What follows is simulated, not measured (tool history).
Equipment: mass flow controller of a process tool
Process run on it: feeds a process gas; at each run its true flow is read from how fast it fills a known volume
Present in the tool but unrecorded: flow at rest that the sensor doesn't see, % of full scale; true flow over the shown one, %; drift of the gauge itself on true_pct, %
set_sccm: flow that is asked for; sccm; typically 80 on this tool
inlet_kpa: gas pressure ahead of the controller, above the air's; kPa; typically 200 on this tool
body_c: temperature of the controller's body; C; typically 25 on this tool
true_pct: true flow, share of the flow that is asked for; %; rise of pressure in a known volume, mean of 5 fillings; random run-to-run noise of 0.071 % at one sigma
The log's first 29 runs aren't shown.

run    hour  set_sccm  inlet_kpa  body_c  hours of work since the controller was set to zero  hours of work since the controller was changed  true_pct
 30  2976.3        47        200      36                                                1889                                            1889     99.05
 31  3034.7        47        200      36                                                1915                                            1915     98.85
 32  3098.2        47        200      36                                                1943                                            1943     98.77
 33  3227.9        47        200      38                                                2000                                            2000     98.88
 34  3295.2        47        200      38                                                2029                                            2029     98.78
 35  3397.5        68        200      38                                                2074                                            2074     98.74
 36  3468.8        68        185      20                                                2105                                            2105     97.17
 37  3560.1        68        185      20                                                2146                                            2146     97.16
 38    3660        80        251      25                                                2189                                            2189     97.85
 39  3773.6        11        276      25                                                2239                                            2239     97.19
 40  3851.1        44        225      25                                                2273                                            2273      97.1
 41  3917.8        44        225      25                                                2303                                            2303     97.09
 42  3986.2        22        143      25                                                2333                                            2333     96.32
 43  4086.5        99        200      39                                                2377                                            2377     98.38
 44  4164.1        99        200      39                                                2411                                            2411     98.24
 45  4226.9        99        200      39                                                2439                                            2439     98.23
 46  4329.1        43        189      25                                                2483                                            2483     96.33
     4425.2  -- gauge calibrated
 47  4455.4        73        210      40                                                2539                                            2539    101.07
 48  4587.5        12        149      23                                                2597                                            2597     98.55
 49  4713.9        12        149      23                                                2653                                            2653     98.35

Forecast each of these 3 alternatives for the next run:
  A  4794.2        49        200      25                                                2688                                            2688         ?
  B  4794.2        53        200      25                                                2688                                            2688         ?
  C  4794.2        37        262      25                                                2688                                            2688         ?

run  true_pct
  A     98.98
  B     99.13
  C     99.32
With the hidden condition removed and each run's random variation left untouched, the same runs would have given:
run  true_pct
  A     99.43
  B     99.58
  C     99.77
